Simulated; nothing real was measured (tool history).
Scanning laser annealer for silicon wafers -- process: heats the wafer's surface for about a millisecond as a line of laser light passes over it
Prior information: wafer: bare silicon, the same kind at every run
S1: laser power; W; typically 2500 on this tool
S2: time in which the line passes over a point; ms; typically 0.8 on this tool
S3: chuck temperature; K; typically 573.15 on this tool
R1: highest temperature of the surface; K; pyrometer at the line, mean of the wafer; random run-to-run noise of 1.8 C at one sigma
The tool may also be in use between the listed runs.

Run 1, hour 0: usual settings. Result: R1 1283.15 K.
Run 2, hour 14.6: usual settings. Result: R1 1281.15 K.
Run 3, hour 23.3: usual settings. Result: R1 1281.15 K.
Run 4, hour 43.8: usual settings but S2 0.92 ms. Result: R1 1325.15 K.
Run 5, hour 62.4: usual settings but S2 0.92 ms. Result: R1 1326.15 K.
Run 6, hour 77.8: usual settings but S2 0.92 ms. Result: R1 1324.15 K.
Run 7, hour 95: usual settings but S2 0.92 ms. Result: R1 1321.15 K.
Run 8, hour 111.1: usual settings but S2 0.92 ms. Result: R1 1323.15 K.
Run 9, hour 127.2: usual settings but S2 0.92 ms. Result: R1 1321.15 K.
Run 10, hour 146.5: usual settings. Result: R1 1274.15 K.
Run 11, hour 156.6: usual settings but S1 2560 W. Result: R1 1290.15 K.
Run 12, hour 169.9: usual settings but S1 2560 W. Result: R1 1291.15 K.
Run 13, hour 185.2: usual settings. Result: R1 1279.15 K.
Run 14, hour 199.4: usual settings. Result: R1 1276.15 K.
Run 15, hour 221.1: usual settings but S3 541.15 K. Result: R1 1243.15 K.
Run 16, hour 237.3: usual settings but S3 541.15 K. Result: R1 1240.15 K.
Run 17, hour 251.2: usual settings but S3 541.15 K. Result: R1 1244.15 K.
Run 18, hour 267.8: usual settings but S3 541.15 K. Result: R1 1240.15 K.
Run 19, hour 281.8: usual settings but S3 571.15 K. Result: R1 1273.15 K.
At hour 286.6: laser's power meter calibrated.
Run 20, hour 296.1: usual settings but S3 571.15 K. Result: R1 1274.15 K.
Run 21, hour 307.7: usual settings but S3 571.15 K. Result: R1 1272.15 K.
Run 22, hour 318.7: usual settings but S3 571.15 K. Result: R1 1270.15 K.
Run 23, hour 331: usual settings but S1 2255 W, S2 0.961 ms. Result: R1 1261.15 K.
Run 24, hour 341.4: usual settings but S3 537.15 K. Result: R1 1236.15 K.
Run 25, hour 358.5: usual settings but S1 2148 W, S2 0.863 ms, S3 586.15 K. Result: R1 1210.15 K.
Run 26, hour 376.6: usual settings but S1 2309 W, S2 0.788 ms, S3 539.15 K. Result: R1 1182.15 K.
Run 27, hour 397.3: usual settings but S1 2309 W, S2 0.788 ms, S3 539.15 K. Result: R1 1182.15 K.
At hour 413: laser's power meter calibrated, once more.
Run 28, hour 415.8: usual settings but S1 2309 W, S2 0.788 ms, S3 539.15 K. Result: R1 1177.15 K.
Run 29, hour 436.6: usual settings but S1 2313 W, S2 0.75 ms, S3 565.15 K. Result: R1 1192.15 K.
Run 30, hour 448.4: usual settings but S1 2177 W, S2 0.733 ms. Result: R1 1158.15 K.
Run 31, hour 461.1: usual settings but S1 2549 W, S3 579.15 K. Result: R1 1282.15 K.
Run 32, hour 476.4: usual settings but S1 2549 W, S3 579.15 K. Result: R1 1283.15 K.
Run 33, hour 497.7: usual settings but S1 2370 W, S2 0.788 ms, S3 549.15 K. Result: R1 1200.15 K.
Run 34, hour 518.3: usual settings but S1 2186 W, S2 0.757 ms. Result: R1 1164.15 K.
Run 35, hour 533: usual settings but S1 2186 W, S2 0.757 ms. Result: R1 1165.15 K.
Run 36, hour 545.4: usual settings but S1 2549 W, S2 0.634 ms, S3 558.15 K. Result: R1 1193.15 K.
Run 37, hour 565.8: usual settings but S1 2549 W, S2 0.634 ms, S3 558.15 K. Result: R1 1195.15 K.
Run 38, hour 582.9: usual settings but S1 2538 W, S2 0.786 ms, S3 571.15 K. Result: R1 1261.15 K.
Run 39, hour 593.9: usual settings but S1 2538 W, S2 0.786 ms, S3 571.15 K. Result: R1 1263.15 K.
Run 40, hour 611.5: usual settings but S1 2421 W, S2 0.631 ms, S3 577.15 K. Result: R1 1179.15 K.
Run 41, hour 621.9: usual settings but S1 2421 W, S2 0.631 ms, S3 577.15 K. Result: R1 1179.15 K.
Run 42, hour 630.9: usual settings but S1 2395 W, S2 0.712 ms, S3 584.15 K. Result: R1 1211.15 K.

Difference, measured minus no-hidden-state, one row per run. Run-to-run variation is common to both terms; the gauge's own scatter need not be:
The tool's hidden condition here consists of: light that passes the window, % of a clean one's; laser's true power over the reading, %; width of the line over the set one, %; drift of the gauge itself on peak_c, C.
run   R1
  1   -8
  2   -8
  3   -9
  4  -10
  5  -10
  6  -11
  7  -12
  8  -12
  9  -12
 10  -12
 11  -13
 12  -14
 13  -13
 14  -14
 15  -14
 16  -15
 17  -15
 18  -16
 19  -16
 20  -15
 21  -16
 22  -16
 23  -16
 24  -17
 25  -15
 26  -16
 27  -17
 28  -22
 29  -23
 30  -21
 31  -26
 32  -26
 33  -25
 34  -24
 35  -23
 36  -26
 37  -26
 38  -29
 39  -30
 40  -27
 41  -26
 42  -28

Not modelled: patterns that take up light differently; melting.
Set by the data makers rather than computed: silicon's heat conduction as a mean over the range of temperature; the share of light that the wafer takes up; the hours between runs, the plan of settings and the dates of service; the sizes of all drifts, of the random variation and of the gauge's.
